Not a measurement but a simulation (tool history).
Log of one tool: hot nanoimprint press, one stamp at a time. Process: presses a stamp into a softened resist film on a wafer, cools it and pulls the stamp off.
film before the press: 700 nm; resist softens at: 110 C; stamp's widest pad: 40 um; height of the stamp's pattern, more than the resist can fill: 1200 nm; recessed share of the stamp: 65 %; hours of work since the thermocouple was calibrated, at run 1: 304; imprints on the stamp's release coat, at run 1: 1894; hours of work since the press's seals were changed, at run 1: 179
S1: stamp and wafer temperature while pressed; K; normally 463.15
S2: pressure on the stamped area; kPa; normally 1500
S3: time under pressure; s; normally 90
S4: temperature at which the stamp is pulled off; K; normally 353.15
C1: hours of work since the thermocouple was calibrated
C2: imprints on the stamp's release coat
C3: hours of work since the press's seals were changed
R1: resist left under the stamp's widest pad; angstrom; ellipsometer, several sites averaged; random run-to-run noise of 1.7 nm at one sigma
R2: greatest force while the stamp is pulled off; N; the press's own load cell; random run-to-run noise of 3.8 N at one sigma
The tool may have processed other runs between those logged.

run 1 day=0.000 | S1=463.15 S2=1500 S3=90 S4=353.15 | C1=304 C2=1894 C3=179 | R1=2720 R2=189
run 2 day=3.221 | S1=463.15 S2=1500 S3=60 S4=353.15 | C1=335 C2=2137 C3=210 | R1=3185 R2=190
-- day=5.458 stamp cleaned and given a new release coat
run 3 day=6.271 | S1=463.15 S2=1500 S3=60 S4=353.15 | C1=362 C2=61 C3=237 | R1=3192 R2=182
run 4 day=8.479 | S1=463.15 S2=1500 S3=60 S4=353.15 | C1=383 C2=228 C3=258 | R1=3185 R2=190
run 5 day=11.446 | S1=463.15 S2=1500 S3=60 S4=353.15 | C1=412 C2=452 C3=287 | R1=3189 R2=185
run 6 day=14.754 | S1=463.15 S2=1500 S3=60 S4=353.15 | C1=444 C2=702 C3=319 | R1=3193 R2=186
run 7 day=17.712 | S1=463.15 S2=1500 S3=60 S4=353.15 | C1=472 C2=925 C3=347 | R1=3220 R2=191
run 8 day=21.158 | S1=463.15 S2=1500 S3=60 S4=353.15 | C1=505 C2=1185 C3=380 | R1=3178 R2=189
run 9 day=22.883 | S1=463.15 S2=1500 S3=60 S4=353.15 | C1=522 C2=1315 C3=397 | R1=3165 R2=190
run 10 day=25.312 | S1=463.15 S2=1500 S3=60 S4=353.15 | C1=545 C2=1499 C3=420 | R1=3161 R2=188
run 11 day=27.121 | S1=463.15 S2=1500 S3=90 S4=353.15 | C1=562 C2=1635 C3=437 | R1=2739 R2=187
-- day=28.825 plate thermocouple calibrated
run 12 day=29.825 | S1=463.15 S2=1500 S3=90 S4=358.15 | C1=10 C2=1830 C3=462 | R1=2698 R2=165
run 13 day=32.212 | S1=463.15 S2=1090 S3=90 S4=353.15 | C1=33 C2=2010 C3=485 | R1=3223 R2=180
run 14 day=34.204 | S1=453.15 S2=1090 S3=47 S4=353.15 | C1=52 C2=2161 C3=504 | R1=5013 R2=195
-- day=36.179 stamp cleaned and given a new release coat
run 15 day=36.275 | S1=463.15 S2=1500 S3=127 S4=353.15 | C1=69 C2=7 C3=522 | R1=2395 R2=185
run 16 day=39.000 | S1=454.15 S2=1030 S3=93 S4=357.15 | C1=95 C2=213 C3=548 | R1=4128 R2=167
run 17 day=41.321 | S1=454.15 S2=1030 S3=93 S4=357.15 | C1=118 C2=388 C3=570 | R1=4151 R2=167
run 18 day=45.108 | S1=454.15 S2=1030 S3=93 S4=357.15 | C1=154 C2=674 C3=607 | R1=4165 R2=165
run 19 day=47.529 | S1=460.15 S2=2090 S3=52 S4=357.15 | C1=177 C2=857 C3=630 | R1=3137 R2=169
run 20 day=50.888 | S1=460.15 S2=1040 S3=72 S4=357.15 | C1=210 C2=1110 C3=662 | R1=3836 R2=164
run 21 day=53.662 | S1=460.15 S2=1040 S3=72 S4=357.15 | C1=236 C2=1320 C3=689 | R1=3809 R2=161
run 22 day=55.921 | S1=460.15 S2=1040 S3=72 S4=357.15 | C1=258 C2=1490 C3=710 | R1=3778 R2=165
run 23 day=58.979 | S1=460.15 S2=1040 S3=72 S4=357.15 | C1=287 C2=1721 C3=740 | R1=3863 R2=163

3 ways to go on from here, each from the tool as it stands after run 23. What would each give?
run A day=61.629 | S1=463.15 S2=1810 S3=90 S4=355.15 | C1=313 C2=1921 C3=765 | R1=? R2=?
run B day=61.629 | S1=462.15 S2=940 S3=90 S4=349.15 | C1=313 C2=1921 C3=765 | R1=? R2=?
run C day=61.629 | S1=460.15 S2=910 S3=72 S4=357.15 | C1=313 C2=1921 C3=765 | R1=? R2=?

run=A R1=2502 R2=183
run=B R1=3503 R2=213
run=C R1=4057 R2=165
Without the tool's unlogged condition, the same runs would have read:
run=A R1=2499 R2=181
run=B R1=3501 R2=211
run=C R1=4054 R2=164
